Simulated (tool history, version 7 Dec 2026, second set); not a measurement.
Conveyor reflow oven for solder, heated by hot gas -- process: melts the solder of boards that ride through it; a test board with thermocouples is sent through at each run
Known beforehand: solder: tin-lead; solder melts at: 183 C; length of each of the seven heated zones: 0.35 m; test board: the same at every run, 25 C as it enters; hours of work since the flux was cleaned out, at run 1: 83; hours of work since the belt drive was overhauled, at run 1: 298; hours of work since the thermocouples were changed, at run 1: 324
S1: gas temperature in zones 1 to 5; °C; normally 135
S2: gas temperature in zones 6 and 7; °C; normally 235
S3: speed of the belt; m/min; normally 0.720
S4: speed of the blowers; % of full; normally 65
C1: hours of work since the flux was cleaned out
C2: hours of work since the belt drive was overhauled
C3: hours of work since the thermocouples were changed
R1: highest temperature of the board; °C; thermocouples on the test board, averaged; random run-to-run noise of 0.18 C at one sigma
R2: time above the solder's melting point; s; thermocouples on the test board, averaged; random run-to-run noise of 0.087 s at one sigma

{"run": 1, "hour": 0.0, "S1": 135, "S2": 235, "S3": 0.72, "S4": 65, "C1": 83, "C2": 298, "C3": 324, "R1": 216.7, "R2": 42.56}
{"run": 2, "hour": 7.1, "S1": 136, "S2": 235, "S3": 0.72, "S4": 65, "C1": 87, "C2": 302, "C3": 328, "R1": 217.1, "R2": 42.89}
{"run": 3, "hour": 14.5, "S1": 135, "S2": 235, "S3": 0.778, "S4": 65, "C1": 91, "C2": 306, "C3": 332, "R1": 213.9, "R2": 37.08}
{"run": 4, "hour": 26.1, "S1": 135, "S2": 235, "S3": 0.778, "S4": 65, "C1": 97, "C2": 313, "C3": 338, "R1": 214.2, "R2": 37.26}
{"run": 5, "hour": 33.2, "S1": 135, "S2": 235, "S3": 0.778, "S4": 65, "C1": 102, "C2": 317, "C3": 343, "R1": 214.5, "R2": 37.29}
{"run": 6, "hour": 40.1, "S1": 135, "S2": 235, "S3": 0.778, "S4": 65, "C1": 105, "C2": 321, "C3": 346, "R1": 214.4, "R2": 37.42}
{"run": 7, "hour": 50.7, "S1": 135, "S2": 235, "S3": 0.778, "S4": 65, "C1": 111, "C2": 327, "C3": 352, "R1": 214.1, "R2": 37.22}
{"run": 8, "hour": 60.9, "S1": 141, "S2": 226, "S3": 0.72, "S4": 65, "C1": 117, "C2": 333, "C3": 358, "R1": 210.1, "R2": 39.83}
{"run": 9, "hour": 76.8, "S1": 141, "S2": 224, "S3": 0.825, "S4": 65, "C1": 126, "C2": 342, "C3": 367, "R1": 204.3, "R2": 29.67}
{"run": 10, "hour": 92.0, "S1": 139, "S2": 235, "S3": 0.72, "S4": 68, "C1": 135, "C2": 350, "C3": 376, "R1": 218.5, "R2": 44.55}
{"run": 11, "hour": 108.7, "S1": 139, "S2": 235, "S3": 0.72, "S4": 68, "C1": 145, "C2": 360, "C3": 386, "R1": 218.3, "R2": 44.37}
{"run": 12, "hour": 119.0, "S1": 139, "S2": 235, "S3": 0.72, "S4": 68, "C1": 150, "C2": 366, "C3": 391, "R1": 218.2, "R2": 44.37}
{"hour": 129.4, "done": "flux residue cleaned out of gas plates and filters"}
{"run": 13, "hour": 138.7, "S1": 122, "S2": 235, "S3": 0.72, "S4": 58, "C1": 5, "C2": 374, "C3": 400, "R1": 212.0, "R2": 35.77}

Run 14, settings as shown, results not yet in. Your forecast:
{"run": 14, "hour": 146.9, "S1": 135, "S2": 235, "S3": 0.59, "S4": 77, "C1": 10, "C2": 379, "C3": 404, "R1": "?", "R2": "?"}

Run 14 came out at R1 225.0 °C, R2 58.70 s.
Without the tool's hidden state the same run would have given R1 225.1 °C, R2 58.72 s.
